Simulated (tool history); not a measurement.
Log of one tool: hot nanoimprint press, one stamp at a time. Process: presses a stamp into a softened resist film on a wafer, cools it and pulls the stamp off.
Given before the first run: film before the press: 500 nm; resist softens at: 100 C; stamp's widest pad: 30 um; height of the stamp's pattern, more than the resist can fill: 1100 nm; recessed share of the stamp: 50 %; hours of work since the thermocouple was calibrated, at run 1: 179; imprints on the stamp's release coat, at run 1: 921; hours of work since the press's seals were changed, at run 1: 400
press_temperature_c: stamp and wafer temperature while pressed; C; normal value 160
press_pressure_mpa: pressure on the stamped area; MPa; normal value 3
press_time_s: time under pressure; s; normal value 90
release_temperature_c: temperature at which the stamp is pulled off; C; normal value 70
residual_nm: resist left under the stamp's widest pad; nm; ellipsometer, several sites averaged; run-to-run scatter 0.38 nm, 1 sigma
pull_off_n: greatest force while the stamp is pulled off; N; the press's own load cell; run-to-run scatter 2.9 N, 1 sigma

run	hour	press_temperature_c	press_pressure_mpa	press_time_s	release_temperature_c	hours of work since the thermocouple was calibrated	imprints on the stamp's release coat	hours of work since the press's seals were changed	residual_nm	pull_off_n
1	0	160	3	90	70	179	921	400	193.2	219
2	26.8	160	3	90	70	192	1010	413	193.4	216
3	42.3	160	3	90	70	199	1061	420	194.6	217
4	67.3	160	1.97	90	70	210	1145	431	243	218
5	86.4	160	3	90	70	219	1208	440	194.5	213
6	112.7	160	3	90	63	231	1295	452	194.7	259
7	126.3	160	3	90	63	237	1341	458	195.7	263
8	153.7	160	3	90	59	250	1432	471	195.5	285
9	172.2	153	3	90	70	258	1493	479	262.9	218
# hour 177.7: plate thermocouple calibrated
10	189.6	153	3	90	70	5	1541	486	264.7	218
11	208.1	153	3	166	70	14	1602	494	214.6	218
12	224.3	153	3	166	70	21	1656	502	215.5	220
13	249	153	3	166	70	33	1739	513	216.1	215
14	271.3	160	3	90	74	43	1813	523	196.9	196
15	285.8	160	3	90	74	49	1861	530	196.6	196
16	302.9	160	3	90	74	57	1917	538	196.8	200
17	318.2	160	2.64	86	74	64	1968	545	214	197
18	338.4	154	2.64	86	75	74	2035	554	276.1	187
# hour 353.7: stamp cleaned and given a new release coat
19	371.6	160	2.78	90	70	86	60	567	206.1	221
# hour 385.5: gauge calibrated
20	386.2	166	3.34	95	70	93	108	573	139.5	214
21	406.5	166	3.34	46	77	102	176	582	182.8	180
22	419	160	2.74	66	70	108	217	588	227.6	221
# hour 430.8: press's hydraulic seals changed and the load cell set to zero
23	444.4	162	2.34	163	60	116	275	6	165.6	275
24	457.9	162	2.06	92	60	122	320	12	218.1	281
25	473.6	160	2.06	92	60	129	372	20	236.8	279
26	486.6	160	3.89	92	65	135	415	26	166.7	247
27	505.1	152	3.89	92	55	143	477	34	238.6	306
28	517.3	152	3.89	92	55	149	517	40	240.1	309
29	544.7	160	3	85	70	162	609	52	199.8	220

Entry by entry between the runs, the difference in hidden state between the last listed run before and the first listed run after:
After run 9, before run 10: plate thermocouple calibrated (hour 177.7)
  true temperature over the reading, C: -0.03 -> 0; drift of the gauge itself on residual_nm, %: 0.96 -> 1.04
  measured value less the no-hidden-state value, residual_nm: +2.8 -> +2.8 nm; pull_off_n: +2 -> +2 N
After run 18, before run 19: stamp cleaned and given a new release coat (hour 353.7)
  grip of the stamp's worn release coat, % over a new coat's: 1.1 -> 0; drift of the gauge itself on residual_nm, %: 1.86 -> 2.01
  measured value less the no-hidden-state value, residual_nm: +5.2 -> +4.2 nm; pull_off_n: +2 -> +0 N
After run 19, before run 20: gauge calibrated (hour 385.5)
  grip of the stamp's worn release coat, % over a new coat's: 0 -> 0.1; drift of the gauge itself on residual_nm, %: 2.01 -> 0
  measured value less the no-hidden-state value, residual_nm: +4.2 -> +0.1 nm; pull_off_n: +0 -> +1 N
After run 22, before run 23: press's hydraulic seals changed and the load cell set to zero (hour 430.8)
  pressure that arrives at the usual setting, %: 99.95 -> 100; drift of the gauge itself on residual_nm, %: 0.19 -> 0.28
  measured value less the no-hidden-state value, residual_nm: +0.6 -> +0.6 nm; pull_off_n: +1 -> +1 N

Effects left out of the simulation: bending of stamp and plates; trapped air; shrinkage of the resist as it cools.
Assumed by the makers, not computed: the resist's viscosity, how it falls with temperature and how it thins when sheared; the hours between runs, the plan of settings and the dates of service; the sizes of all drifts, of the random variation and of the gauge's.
